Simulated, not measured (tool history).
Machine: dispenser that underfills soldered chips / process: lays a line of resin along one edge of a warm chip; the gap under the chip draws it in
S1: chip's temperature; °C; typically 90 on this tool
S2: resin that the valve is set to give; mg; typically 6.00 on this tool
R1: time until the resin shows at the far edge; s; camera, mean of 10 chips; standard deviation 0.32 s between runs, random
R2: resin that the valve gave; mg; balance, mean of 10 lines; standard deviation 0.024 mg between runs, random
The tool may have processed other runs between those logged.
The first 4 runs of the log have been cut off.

{"run": 5, "hour": 24.0, "S1": 77, "S2": 6.0, "R1": 32.8, "R2": 6.01}
{"hour": 27.9, "done": "new syringe of resin"}
{"run": 6, "hour": 27.9, "S1": 77, "S2": 6.0, "R1": 19.1, "R2": 6.02}
{"run": 7, "hour": 31.3, "S1": 77, "S2": 6.0, "R1": 23.1, "R2": 5.94}
{"run": 8, "hour": 36.0, "S1": 77, "S2": 6.0, "R1": 31.9, "R2": 5.96}
{"hour": 40.1, "done": "new syringe of resin"}
{"run": 9, "hour": 42.4, "S1": 77, "S2": 6.52, "R1": 22.3, "R2": 6.43}
{"run": 10, "hour": 47.4, "S1": 91, "S2": 6.0, "R1": 19.7, "R2": 5.91}
{"hour": 52.3, "done": "new syringe of resin"}
{"run": 11, "hour": 53.4, "S1": 91, "S2": 6.0, "R1": 12.8, "R2": 5.91}
{"run": 12, "hour": 58.1, "S1": 91, "S2": 6.0, "R1": 17.3, "R2": 5.92}
{"run": 13, "hour": 63.3, "S1": 91, "S2": 6.0, "R1": 24.4, "R2": 5.95}
{"hour": 64.5, "done": "new syringe of resin"}
{"run": 14, "hour": 70.1, "S1": 90, "S2": 6.0, "R1": 18.1, "R2": 5.92}
{"run": 15, "hour": 74.2, "S1": 91, "S2": 6.0, "R1": 22.9, "R2": 5.94}
{"hour": 76.9, "done": "new syringe of resin"}
{"run": 16, "hour": 78.2, "S1": 90, "S2": 6.0, "R1": 14.8, "R2": 5.9}
{"run": 17, "hour": 83.4, "S1": 90, "S2": 6.0, "R1": 18.7, "R2": 5.84}

Forecast run 18:
{"run": 18, "hour": 86.3, "S1": 90, "S2": 6.0, "R1": "?", "R2": "?"}

{"run 18": {"R1": 22.8, "R2": 5.86}}
On a tool with no hidden condition, and with the same random variation, this run would have come out at R1 12.3 s, R2 5.98 mg.

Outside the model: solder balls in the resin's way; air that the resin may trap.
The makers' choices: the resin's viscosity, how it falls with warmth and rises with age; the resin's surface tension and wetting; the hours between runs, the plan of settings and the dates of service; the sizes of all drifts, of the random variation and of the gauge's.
